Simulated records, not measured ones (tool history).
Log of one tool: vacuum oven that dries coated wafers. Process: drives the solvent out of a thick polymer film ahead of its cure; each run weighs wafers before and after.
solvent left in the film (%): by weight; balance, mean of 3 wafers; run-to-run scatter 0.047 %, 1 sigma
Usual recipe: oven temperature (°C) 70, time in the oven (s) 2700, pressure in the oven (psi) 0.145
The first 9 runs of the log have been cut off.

run 10 hour=81.9 | oven_temperature_(°C)=70 time_in_the_oven_(s)=3300 pressure_in_the_oven_(psi)=0.379 | solvent_left_in_the_film_(%)=2.90
run 11 hour=91.1 | oven_temperature_(°C)=70 time_in_the_oven_(s)=3300 pressure_in_the_oven_(psi)=0.379 | solvent_left_in_the_film_(%)=2.99
run 12 hour=100.1 | oven_temperature_(°C)=70 time_in_the_oven_(s)=2700 pressure_in_the_oven_(psi)=0.145 | solvent_left_in_the_film_(%)=1.70
run 13 hour=111.3 | oven_temperature_(°C)=82 time_in_the_oven_(s)=2700 pressure_in_the_oven_(psi)=0.145 | solvent_left_in_the_film_(%)=0.73
run 14 hour=117.1 | oven_temperature_(°C)=82 time_in_the_oven_(s)=2700 pressure_in_the_oven_(psi)=0.145 | solvent_left_in_the_film_(%)=0.72
run 15 hour=128.5 | oven_temperature_(°C)=82 time_in_the_oven_(s)=2700 pressure_in_the_oven_(psi)=0.145 | solvent_left_in_the_film_(%)=0.72
run 16 hour=138.5 | oven_temperature_(°C)=70 time_in_the_oven_(s)=2700 pressure_in_the_oven_(psi)=0.145 | solvent_left_in_the_film_(%)=1.58
run 17 hour=149.7 | oven_temperature_(°C)=70 time_in_the_oven_(s)=2700 pressure_in_the_oven_(psi)=0.145 | solvent_left_in_the_film_(%)=1.66
run 18 hour=158.6 | oven_temperature_(°C)=70 time_in_the_oven_(s)=2700 pressure_in_the_oven_(psi)=0.145 | solvent_left_in_the_film_(%)=1.58
run 19 hour=164.3 | oven_temperature_(°C)=70 time_in_the_oven_(s)=2880 pressure_in_the_oven_(psi)=0.145 | solvent_left_in_the_film_(%)=1.58
run 20 hour=174.2 | oven_temperature_(°C)=70 time_in_the_oven_(s)=2880 pressure_in_the_oven_(psi)=0.145 | solvent_left_in_the_film_(%)=1.53
run 21 hour=183.7 | oven_temperature_(°C)=70 time_in_the_oven_(s)=2880 pressure_in_the_oven_(psi)=0.145 | solvent_left_in_the_film_(%)=1.54
run 22 hour=192.9 | oven_temperature_(°C)=78 time_in_the_oven_(s)=2700 pressure_in_the_oven_(psi)=0.145 | solvent_left_in_the_film_(%)=0.86
run 23 hour=203.2 | oven_temperature_(°C)=70 time_in_the_oven_(s)=2700 pressure_in_the_oven_(psi)=0.155 | solvent_left_in_the_film_(%)=1.68
run 24 hour=215.0 | oven_temperature_(°C)=70 time_in_the_oven_(s)=2700 pressure_in_the_oven_(psi)=0.155 | solvent_left_in_the_film_(%)=1.70
run 25 hour=225.1 | oven_temperature_(°C)=70 time_in_the_oven_(s)=4260 pressure_in_the_oven_(psi)=0.429 | solvent_left_in_the_film_(%)=3.03
run 26 hour=231.8 | oven_temperature_(°C)=70 time_in_the_oven_(s)=4260 pressure_in_the_oven_(psi)=0.429 | solvent_left_in_the_film_(%)=3.03
run 27 hour=237.0 | oven_temperature_(°C)=58 time_in_the_oven_(s)=4260 pressure_in_the_oven_(psi)=0.093 | solvent_left_in_the_film_(%)=2.80
run 28 hour=243.6 | oven_temperature_(°C)=58 time_in_the_oven_(s)=4260 pressure_in_the_oven_(psi)=0.093 | solvent_left_in_the_film_(%)=2.74
run 29 hour=254.3 | oven_temperature_(°C)=70 time_in_the_oven_(s)=3300 pressure_in_the_oven_(psi)=0.094 | solvent_left_in_the_film_(%)=1.02
run 30 hour=266.4 | oven_temperature_(°C)=70 time_in_the_oven_(s)=3300 pressure_in_the_oven_(psi)=0.094 | solvent_left_in_the_film_(%)=1.06
run 31 hour=274.5 | oven_temperature_(°C)=67 time_in_the_oven_(s)=3300 pressure_in_the_oven_(psi)=0.236 | solvent_left_in_the_film_(%)=2.49
run 32 hour=286.6 | oven_temperature_(°C)=62 time_in_the_oven_(s)=3300 pressure_in_the_oven_(psi)=0.236 | solvent_left_in_the_film_(%)=3.69
run 33 hour=297.7 | oven_temperature_(°C)=65 time_in_the_oven_(s)=3660 pressure_in_the_oven_(psi)=0.145 | solvent_left_in_the_film_(%)=1.88

Run 34, settings as shown, results not yet in. Your forecast:
run 34 hour=305.4 | oven_temperature_(°C)=65 time_in_the_oven_(s)=3660 pressure_in_the_oven_(psi)=0.145 | solvent_left_in_the_film_(%)=?

Logged for run 34: solvent left in the film (%) 1.96.
Minus the tool's unlogged condition, the same run would have read solvent left in the film (%) 2.07.

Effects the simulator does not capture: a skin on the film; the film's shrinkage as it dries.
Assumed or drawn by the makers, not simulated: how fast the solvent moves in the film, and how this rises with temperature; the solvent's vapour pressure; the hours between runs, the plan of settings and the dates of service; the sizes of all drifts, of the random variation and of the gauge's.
